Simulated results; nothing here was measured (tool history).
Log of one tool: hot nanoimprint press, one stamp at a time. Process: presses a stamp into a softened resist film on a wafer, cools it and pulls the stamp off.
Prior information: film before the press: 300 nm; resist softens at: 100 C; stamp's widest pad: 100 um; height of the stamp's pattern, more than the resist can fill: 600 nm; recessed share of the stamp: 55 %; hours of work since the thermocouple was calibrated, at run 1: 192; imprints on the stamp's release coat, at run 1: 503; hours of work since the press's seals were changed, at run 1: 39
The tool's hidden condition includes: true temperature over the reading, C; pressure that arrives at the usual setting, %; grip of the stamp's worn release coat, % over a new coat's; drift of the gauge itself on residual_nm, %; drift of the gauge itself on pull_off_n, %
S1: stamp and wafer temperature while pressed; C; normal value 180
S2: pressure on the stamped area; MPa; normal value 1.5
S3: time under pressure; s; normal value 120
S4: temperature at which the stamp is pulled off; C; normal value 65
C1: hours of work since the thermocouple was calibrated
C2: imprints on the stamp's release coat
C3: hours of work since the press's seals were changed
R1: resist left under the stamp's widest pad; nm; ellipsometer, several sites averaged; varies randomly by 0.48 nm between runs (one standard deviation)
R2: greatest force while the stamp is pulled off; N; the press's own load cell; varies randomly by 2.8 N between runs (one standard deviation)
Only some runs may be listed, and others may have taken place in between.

| run | hour | S1 | S2 | S3 | S4 | C1 | C2 | C3 | R1 | R2 |
|---|---|---|---|---|---|---|---|---|---|---|
| 1 | 0 | 180 | 1.5 | 120 | 65 | 192 | 503 | 39 | 112.9 | 251 |
| 2 | 8 | 180 | 1.5 | 120 | 65 | 198 | 530 | 44 | 113.2 | 254 |
| 3 | 12.6 | 180 | 1.5 | 120 | 65 | 200 | 545 | 47 | 112.1 | 255 |
| 4 | 21.9 | 180 | 1.5 | 120 | 65 | 206 | 576 | 52 | 113.2 | 258 |
| 5 | 28.2 | 170 | 1.5 | 120 | 65 | 210 | 596 | 56 | 154.6 | 261 |
| 6 | 35.6 | 180 | 1.5 | 224 | 65 | 215 | 621 | 61 | 89.8 | 260 |
| 7 | 39.9 | 180 | 1.5 | 224 | 65 | 218 | 635 | 64 | 90.2 | 264 |
| 8 | 48.7 | 180 | 1.5 | 142 | 65 | 223 | 664 | 69 | 106.2 | 263 |
|  | 52.4 | plate thermocouple calibrated |
| 9 | 57.2 | 180 | 1.5 | 142 | 65 | 3 | 683 | 73 | 107.7 | 263 |
| 10 | 63 | 180 | 1.37 | 142 | 65 | 7 | 702 | 76 | 113.9 | 261 |
| 11 | 70.9 | 180 | 1.5 | 196 | 65 | 12 | 728 | 81 | 94.6 | 264 |
| 12 | 79.6 | 180 | 1.74 | 120 | 65 | 17 | 757 | 87 | 107.3 | 261 |
| 13 | 88.9 | 180 | 1.74 | 120 | 65 | 23 | 788 | 93 | 107.1 | 271 |
| 14 | 94.3 | 180 | 1.74 | 120 | 65 | 26 | 805 | 96 | 107.2 | 269 |
| 15 | 101.5 | 180 | 1.74 | 120 | 65 | 31 | 829 | 101 | 107.3 | 268 |
| 16 | 107.1 | 180 | 1.5 | 120 | 61 | 35 | 848 | 104 | 116.5 | 288 |
|  | 113 | plate thermocouple calibrated, once more |
| 17 | 115.7 | 180 | 2.19 | 209 | 61 | 2 | 866 | 108 | 74.1 | 286 |
| 18 | 121.1 | 180 | 1.09 | 120 | 66 | 5 | 884 | 111 | 134.1 | 258 |
| 19 | 126.1 | 191 | 1.79 | 120 | 66 | 8 | 901 | 114 | 74.9 | 261 |
| 20 | 132.3 | 191 | 1.79 | 173 | 62 | 12 | 921 | 118 | 64.1 | 276 |
| 21 | 142.2 | 180 | 1.5 | 120 | 52 | 18 | 954 | 125 | 112.4 | 335 |
| 22 | 147.6 | 180 | 1.5 | 120 | 59 | 22 | 972 | 128 | 113.9 | 299 |
| 23 | 153.8 | 180 | 1.5 | 120 | 67 | 26 | 992 | 132 | 113.4 | 261 |
| 24 | 160.8 | 180 | 1.5 | 120 | 67 | 30 | 1015 | 136 | 112.4 | 259 |
| 25 | 169.5 | 168 | 1.19 | 185 | 67 | 36 | 1044 | 142 | 159.5 | 260 |
| 26 | 177.1 | 184 | 1.33 | 70 | 58 | 40 | 1070 | 147 | 131.5 | 310 |
| 27 | 185.4 | 180 | 1.5 | 91 | 57 | 46 | 1097 | 152 | 125.7 | 314 |
| 28 | 189.6 | 179 | 1.1 | 84 | 70 | 48 | 1111 | 155 | 154.6 | 244 |
| 29 | 197.9 | 180 | 1.5 | 234 | 68 | 54 | 1138 | 160 | 88.2 | 259 |

Describe how what the log doesn't record of the tool's condition differs between the last listed run preceding each entry between runs and the first listed run following it.
Between runs 8 and 9: plate thermocouple calibrated (hour 52.4)
  true temperature over the reading, C: -0.7 -> -1.16; pressure that arrives at the usual setting, %: 99.21 -> 99.18; grip of the stamp's worn release coat, % over a new coat's: 8.7 -> 8.9
  what was measured, less what the result would be without the hidden state, R1: +2.7 -> +4.2 nm; R2: +24 -> +27 N
Between runs 16 and 17: plate thermocouple calibrated, once more (hour 113)
  true temperature over the reading, C: -1.26 -> -0.4; pressure that arrives at the usual setting, %: 98.9 -> 98.87; grip of the stamp's worn release coat, % over a new coat's: 11.1 -> 11.4
  what was measured, less what the result would be without the hidden state, R1: +5.1 -> +1.6 nm; R2: +35 -> +31 N
